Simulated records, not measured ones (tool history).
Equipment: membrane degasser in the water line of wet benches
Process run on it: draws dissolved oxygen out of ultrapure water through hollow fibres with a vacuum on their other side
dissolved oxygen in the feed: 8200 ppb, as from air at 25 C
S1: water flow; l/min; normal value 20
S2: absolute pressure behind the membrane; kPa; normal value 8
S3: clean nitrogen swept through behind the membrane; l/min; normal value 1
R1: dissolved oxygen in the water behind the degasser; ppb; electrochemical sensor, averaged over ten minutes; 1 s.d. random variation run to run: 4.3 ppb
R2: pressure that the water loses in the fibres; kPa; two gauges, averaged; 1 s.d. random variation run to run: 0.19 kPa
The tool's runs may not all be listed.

run,hour,S1,S2,S3,R1,R2
1,0,20,8,1,464.1,40.85
2,62.4,21,8,1,498.9,43.22
3,99.2,21,8,1,514.5,43.2
4,131.6,21,8,1,519.7,43.49
5,169.4,21,8,1,511.9,43.51
6,232.2,21,8,1,509.5,43.46
7,285.7,21,19.96,1,983.5,43.49
8,319.3,21,19.96,1,994.8,43.34
9,390.3,21,19.96,1,988.6,43.64
10,437,21,5.36,1,415,43.59
11,497.5,21,5.36,1,413,43.49
12,527.6,22,8,1,566.7,45.42
13,597.1,14,8,1,234.3,29.25
14,641.7,14,8,1,232.3,29.2
15,671.1,14,8,1,236.6,29.26
16,705.8,20,8,1.08,453.9,41.56
17,742.5,20,8,1.08,459.2,41.57
18,798.5,20,8,1.08,462.8,41.49
# hour 802.9: vacuum gauge calibrated
19,830.8,23,8,0.69,715.8,48.13
20,860.8,27,8,1.8,743.1,56.35
21,923.7,27,8,1.8,745.8,56.42
22,965.3,14,7.25,0.69,274.2,29.27
# hour 994.4: vacuum gauge calibrated, once more
23,1006.2,14,7.25,0.69,258.8,29.42
24,1071.1,14,7.25,0.69,255.9,29.49
25,1115.4,14,7.25,2.69,127.7,29.24
26,1177.5,20,14.19,1.91,518.2,41.7
27,1238.6,20,14.19,1.91,513.4,41.58
28,1304,20,7.4,1.2,428,42.21
29,1334.4,25,17.8,2.26,829.4,52.53
30,1399.9,25,17.8,2.26,828.8,52.57
31,1454.4,25,17.8,1.57,964.9,52.31
32,1493.8,25,17.8,1.57,948.7,52.7

Each row is a separate what-if for the run after 32, all from the same tool condition, not one after another. Results?
A,1527.9,17,18.46,0.55,?,?
B,1527.9,17,8,0.98,?,?
C,1527.9,31,8,1,?,?
D,1527.9,23,8.03,0.77,?,?

run,R1,R2
A,1048.2,35.81
B,343.4,35.87
C,1085.8,65.03
D,681.6,48.45
Stripped of hidden state, with their random variation kept, the same runs would have yielded:
run,R1,R2
A,1008.5,33.84
B,305.8,33.9
C,982.6,61.44
D,613.9,45.79

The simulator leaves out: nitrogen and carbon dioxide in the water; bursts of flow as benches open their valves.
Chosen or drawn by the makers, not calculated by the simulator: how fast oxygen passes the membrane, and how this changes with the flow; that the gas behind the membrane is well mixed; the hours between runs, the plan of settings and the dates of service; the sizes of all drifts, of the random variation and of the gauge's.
